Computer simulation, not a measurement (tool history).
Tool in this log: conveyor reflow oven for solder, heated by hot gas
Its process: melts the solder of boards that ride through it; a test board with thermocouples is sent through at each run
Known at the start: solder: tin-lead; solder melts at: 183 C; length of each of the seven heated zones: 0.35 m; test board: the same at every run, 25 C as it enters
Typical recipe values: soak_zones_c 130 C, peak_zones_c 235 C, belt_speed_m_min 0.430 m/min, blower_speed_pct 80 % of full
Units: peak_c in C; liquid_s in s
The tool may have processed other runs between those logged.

| run | hour | soak_zones_c | peak_zones_c | belt_speed_m_min | blower_speed_pct | peak_c | liquid_s |
|---|---|---|---|---|---|---|---|
| 1 | 0.0 | 130 | 235 | 0.430 | 80 | 215.9 | 67.8 |
| 2 | 62.0 | 130 | 235 | 0.430 | 80 | 215.1 | 67.3 |
| 3 | 104.3 | 130 | 235 | 0.430 | 80 | 214.5 | 66.6 |
| 4 | 164.6 | 130 | 235 | 0.430 | 72 | 213.0 | 62.5 |
| 5 | 228.8 | 130 | 235 | 0.430 | 72 | 212.4 | 63.6 |
| 6 | 284.1 | 130 | 235 | 0.430 | 72 | 212.1 | 63.0 |
| 7 | 324.2 | 130 | 235 | 0.430 | 80 | 213.6 | 65.3 |
| 8 | 407.2 | 130 | 235 | 0.430 | 80 | 211.6 | 64.5 |
| 9 | 472.7 | 130 | 235 | 0.430 | 80 | 212.5 | 62.5 |
|  | 509.4 | flux residue cleaned out of gas plates and filters |
| 10 | 559.2 | 130 | 235 | 0.430 | 80 | 214.2 | 68.4 |
|  | 611.8 | thermocouples of zones 6 and 7 changed |
| 11 | 619.0 | 130 | 243 | 0.430 | 80 | 222.4 | 74.9 |
| 12 | 653.8 | 130 | 243 | 0.430 | 80 | 222.4 | 75.1 |
| 13 | 697.5 | 130 | 247 | 0.424 | 80 | 225.3 | 78.0 |
|  | 706.0 | belt drive overhauled, speed set with a stopwatch |
| 14 | 772.9 | 143 | 247 | 0.364 | 76 | 232.4 | 104.8 |
| 15 | 810.0 | 120 | 240 | 0.479 | 70 | 210.0 | 50.4 |
| 16 | 849.1 | 130 | 242 | 0.413 | 50 | 213.7 | 69.6 |
| 17 | 916.0 | 130 | 242 | 0.403 | 61 | 218.9 | 75.6 |
| 18 | 981.4 | 116 | 240 | 0.478 | 74 | 209.2 | 48.6 |
| 19 | 1044.2 | 120 | 241 | 0.373 | 80 | 221.0 | 83.5 |
|  | 1058.4 | belt drive overhauled, speed set with a stopwatch, once more |
|  | 1063.4 | flux residue cleaned out of gas plates and filters |
| 20 | 1090.6 | 120 | 241 | 0.373 | 80 | 223.3 | 83.6 |
| 21 | 1129.4 | 130 | 241 | 0.446 | 80 | 219.1 | 68.6 |

Difference, measured minus no-hidden-state, one row per run. Run-to-run variation is common to both terms; the gauge's own scatter need not be:
What the log doesn't record here: heat that the gas passes to the board, % of a clean oven's; belt's true speed, % of the reading; true gas temperature in zones 6 and 7 over the reading, C; drift of the gauge itself on peak_c, C; drift of the gauge itself on liquid_s, %.
| run | peak_c | liquid_s |
|---|---|---|
| 1 | -0.8 | -0.5 |
| 2 | -1.2 | -1.0 |
| 3 | -1.5 | -1.3 |
| 4 | -1.9 | -1.9 |
| 5 | -2.3 | -2.4 |
| 6 | -2.6 | -2.8 |
| 7 | -2.9 | -3.0 |
| 8 | -3.4 | -3.8 |
| 9 | -3.9 | -4.4 |
| 10 | -1.1 | -0.3 |
| 11 | -0.1 | +0.7 |
| 12 | -0.4 | +0.5 |
| 13 | -0.7 | +0.3 |
| 14 | -0.7 | +1.4 |
| 15 | -1.2 | -0.6 |
| 16 | -1.0 | +0.0 |
| 17 | -1.5 | -0.3 |
| 18 | -2.7 | -2.4 |
| 19 | -2.5 | -1.3 |
| 20 | -0.7 | -0.8 |
| 21 | -1.0 | -1.0 |
